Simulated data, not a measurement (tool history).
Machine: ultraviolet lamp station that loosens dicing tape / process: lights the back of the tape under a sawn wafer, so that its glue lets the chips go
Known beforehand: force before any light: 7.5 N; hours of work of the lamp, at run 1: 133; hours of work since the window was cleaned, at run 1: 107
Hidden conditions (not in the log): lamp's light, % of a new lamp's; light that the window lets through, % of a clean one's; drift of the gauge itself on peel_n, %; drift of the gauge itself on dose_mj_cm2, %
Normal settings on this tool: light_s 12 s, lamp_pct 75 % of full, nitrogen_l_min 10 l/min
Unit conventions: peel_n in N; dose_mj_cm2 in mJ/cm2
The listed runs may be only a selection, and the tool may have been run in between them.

run	hour	light_s	lamp_pct	nitrogen_l_min	hours of work of the lamp	hours of work since the window was cleaned	peel_n	dose_mj_cm2
1	0.0	12	75	10	133	107	0.400	270
2	13.9	12	75	10	140	114	0.399	269
3	25.4	12	75	11	146	120	0.392	266
4	40.5	12	75	10	153	127	0.403	265
5	54.2	12	75	10	160	134	0.411	268
6	68.5	12	75	10	167	141	0.445	269
7	76.7	6	75	10	171	145	1.556	133
8	92.3	6	75	10	179	153	1.537	133
9	103.4	6	89	10	184	159	1.199	161
10	112.1	6	89	10	189	163	1.144	159
11	126.0	12	75	10	196	170	0.433	258
12	136.2	12	75	12	201	175	0.413	260
13	150.8	12	69	12	208	182	0.470	236
14	163.8	12	69	12	214	188	0.467	233
15	170.7	23	75	10	218	192	0.185	489
16	179.2	12	75	10	222	196	0.455	258
17	194.8	12	75	10	230	204	0.464	252
18	203.1	12	75	4	234	208	0.881	257
19	211.0	12	88	10	238	212	0.344	296
20	224.1	13	82	10	244	218	0.337	301
21	236.8	13	82	20	251	225	0.250	296
22	246.8	12	75	4	256	230	0.916	249
23	256.8	12	75	4	261	235	0.907	246
# hour 258.2: window cleaned of glue's vapour
24	270.7	12	75	4	267	6	0.965	242
25	278.1	12	75	4	271	10	0.975	245
26	287.3	20	92	9	275	14	0.176	493
27	301.4	11	74	7	282	21	0.822	214
28	311.7	22	82	20	288	27	0.160	483
29	320.3	22	75	13	292	31	0.189	434
# hour 329.4: window cleaned of glue's vapour, once more
30	336.5	22	96	13	300	3	0.166	644

Run 31 is up next; what results do you expect?
31	348.3	12	75	5	305	9	?	?

{"run 31": {"peel_n": 0.647, "dose_mj_cm2": 275}}
Had the tool carried no hidden state, the very same run would have given peel_n 0.558 N, dose_mj_cm2 295 mJ/cm2.
